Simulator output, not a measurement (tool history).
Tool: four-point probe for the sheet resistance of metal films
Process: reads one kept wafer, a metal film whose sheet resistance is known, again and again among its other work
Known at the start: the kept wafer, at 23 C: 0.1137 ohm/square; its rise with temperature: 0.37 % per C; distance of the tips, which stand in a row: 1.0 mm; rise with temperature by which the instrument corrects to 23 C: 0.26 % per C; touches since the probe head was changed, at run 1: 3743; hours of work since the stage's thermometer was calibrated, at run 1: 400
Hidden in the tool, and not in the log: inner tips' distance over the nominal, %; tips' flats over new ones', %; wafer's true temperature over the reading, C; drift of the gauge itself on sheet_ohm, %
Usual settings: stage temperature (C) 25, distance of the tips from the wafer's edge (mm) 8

run,hour,stage temperature (C),distance of the tips from the wafer's edge (mm),touches since the probe head was changed,hours of work since the stage's thermometer was calibrated,sheet resistance as the instrument gives it (ohm/square)
1,0,25,8,3743,400,0.11502
2,12.7,25,9,4565,410,0.114807
3,29.2,25,9,5624,423,0.114832
4,42.3,19,9,6473,434,0.114078
5,51.9,19,9,7089,441,0.114059
6,62.1,19,9,7751,450,0.114086
7,78.1,19,9,8784,462,0.114046
8,95.4,25,8,9901,476,0.115029
9,104.9,25,8,10511,484,0.115072
10,115.6,25,8,11204,492,0.115064
11,130.6,25,8,12172,504,0.115018
12,149,25,8,13363,519,0.115079
13,166.1,25,8,14464,533,0.115085
14,184.3,25,55,15638,547,0.114132
15,195.7,25,8,16372,556,0.115062
16,205.9,25,45,17033,564,0.114147
17,217.4,25,5,17773,573,0.116549
18,231.1,28,51,18658,584,0.114501
19,248.2,31,33,19761,598,0.11491
20,263.1,31,33,20721,610,0.114939
21,271.7,34,23,21281,617,0.115443
22,280.4,34,23,21839,624,0.115379
23,291.9,31,4,22586,633,0.118641
24,299.9,31,4,23098,639,0.118607
25,309.7,31,4,23731,647,0.118634
26,322.7,22,4,24572,657,0.117465
27,333,20,22,25234,666,0.113697
28,343.2,20,22,25895,674,0.113659
29,350.6,20,22,26373,680,0.113673
30,363.5,35,37,27206,690,0.115418
31,379.1,24,57,28214,702,0.114091
32,387.9,18,10,28781,709,0.113914
33,400.8,29,18,29612,720,0.114889
34,415.2,21,10,30540,731,0.114327

Measured less the same run without the tool's hidden state. The same run-to-run variation is in both; the gauge's scatter may not be:
run,sheet resistance as the instrument gives it (ohm/square)
1,+0.000106
2,+0.00011
3,+0.000116
4,+0.00012
5,+0.000124
6,+0.000127
7,+0.000133
8,+0.000139
9,+0.000142
10,+0.000147
11,+0.000151
12,+0.000158
13,+0.000163
14,+0.000169
15,+0.000173
16,+0.000175
17,+0.000184
18,+0.000185
19,+0.00019
20,+0.000196
21,+0.000198
22,+0.000201
23,+0.000212
24,+0.000214
25,+0.000218
26,+0.000223
27,+0.00022
28,+0.000224
29,+0.000227
30,+0.00023
31,+0.000236
32,+0.00024
33,+0.000244
34,+0.00025

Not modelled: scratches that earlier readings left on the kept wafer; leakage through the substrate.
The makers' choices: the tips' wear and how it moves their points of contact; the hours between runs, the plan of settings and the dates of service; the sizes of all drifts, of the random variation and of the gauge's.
